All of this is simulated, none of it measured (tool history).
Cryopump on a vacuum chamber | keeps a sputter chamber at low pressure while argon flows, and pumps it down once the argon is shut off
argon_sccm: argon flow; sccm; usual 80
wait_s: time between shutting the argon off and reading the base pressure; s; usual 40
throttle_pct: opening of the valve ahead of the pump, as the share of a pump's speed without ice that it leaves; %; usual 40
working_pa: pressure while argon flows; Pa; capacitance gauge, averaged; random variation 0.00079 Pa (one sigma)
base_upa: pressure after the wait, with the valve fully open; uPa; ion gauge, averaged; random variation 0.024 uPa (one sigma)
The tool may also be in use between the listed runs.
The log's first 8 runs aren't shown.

run,hour,argon_sccm,wait_s,throttle_pct,working_pa,base_upa
9,123.8,80,173,40,0.1652,0.94
10,136.9,80,173,40,0.1643,0.93
11,146.6,80,173,40,0.1677,0.94
12,162.8,80,94,40,0.1689,1.16
# hour 177.1: pump warmed up, emptied and cooled again
13,179.1,80,94,40,0.152,0.97
14,200.8,45,40,40,0.0867,1.43
15,216.5,45,40,40,0.084,1.4
16,227.8,45,40,40,0.0865,1.45
# hour 239.4: leaking fittings of the chamber tightened, without venting
17,239.4,45,40,40,0.086,0.89
18,248.6,45,40,40,0.0873,0.94
19,259.1,122,124,19,0.4926,0.42
20,280.2,122,124,19,0.491,0.41
21,289.8,47,187,19,0.1902,0.34
22,301.1,47,187,49,0.0745,0.34
23,310.3,40,158,40,0.0783,0.41
24,320.5,41,27,24,0.1311,1.33
25,340.8,95,27,24,0.3074,1.3
26,350.8,95,27,24,0.3082,1.32
27,362.2,150,244,24,0.4883,0.32
28,372.6,39,25,24,0.1267,1.4

Run 29 comes next. What will it give?
29,384.2,39,25,24,?,?

{"run 29": {"working_pa": 0.1258, "base_upa": 1.4}}
Without the tool's hidden state the same run would have given working_pa 0.1223 Pa, base_upa 1.31 uPa.
